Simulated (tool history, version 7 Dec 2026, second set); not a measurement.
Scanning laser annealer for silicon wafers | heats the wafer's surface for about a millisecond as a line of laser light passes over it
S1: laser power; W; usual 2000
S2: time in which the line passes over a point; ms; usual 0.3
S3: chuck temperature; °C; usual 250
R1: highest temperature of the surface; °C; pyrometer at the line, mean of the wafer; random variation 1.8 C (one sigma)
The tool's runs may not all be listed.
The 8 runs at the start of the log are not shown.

{"run": 9, "day": 2.388, "S1": 2000, "S2": 0.3, "S3": 250, "R1": 962}
{"run": 10, "day": 2.675, "S1": 2000, "S2": 0.3, "S3": 250, "R1": 963}
{"run": 11, "day": 3.092, "S1": 2000, "S2": 0.273, "S3": 250, "R1": 928}
{"run": 12, "day": 3.312, "S1": 2000, "S2": 0.3, "S3": 250, "R1": 963}
{"run": 13, "day": 3.583, "S1": 2000, "S2": 0.3, "S3": 250, "R1": 963}
{"run": 14, "day": 3.904, "S1": 2000, "S2": 0.272, "S3": 250, "R1": 929}
{"run": 15, "day": 4.088, "S1": 1747, "S2": 0.3, "S3": 250, "R1": 868}
{"run": 16, "day": 4.362, "S1": 1746, "S2": 0.3, "S3": 250, "R1": 868}
{"run": 17, "day": 4.708, "S1": 1733, "S2": 0.3, "S3": 250, "R1": 861}
{"run": 18, "day": 5.075, "S1": 1733, "S2": 0.3, "S3": 250, "R1": 865}
{"run": 19, "day": 5.412, "S1": 1733, "S2": 0.232, "S3": 269, "R1": 806}
{"run": 20, "day": 5.642, "S1": 1794, "S2": 0.26, "S3": 223, "R1": 811}
{"run": 21, "day": 5.979, "S1": 1794, "S2": 0.26, "S3": 223, "R1": 815}

Predict the results of run 22:
{"run": 22, "day": 6.246, "S1": 1794, "S2": 0.26, "S3": 223, "R1": "?"}

{"run 22": {"R1": 814}}
Were there no unlogged condition in the tool, this run, its random variation unchanged, would have produced R1 814 °C.

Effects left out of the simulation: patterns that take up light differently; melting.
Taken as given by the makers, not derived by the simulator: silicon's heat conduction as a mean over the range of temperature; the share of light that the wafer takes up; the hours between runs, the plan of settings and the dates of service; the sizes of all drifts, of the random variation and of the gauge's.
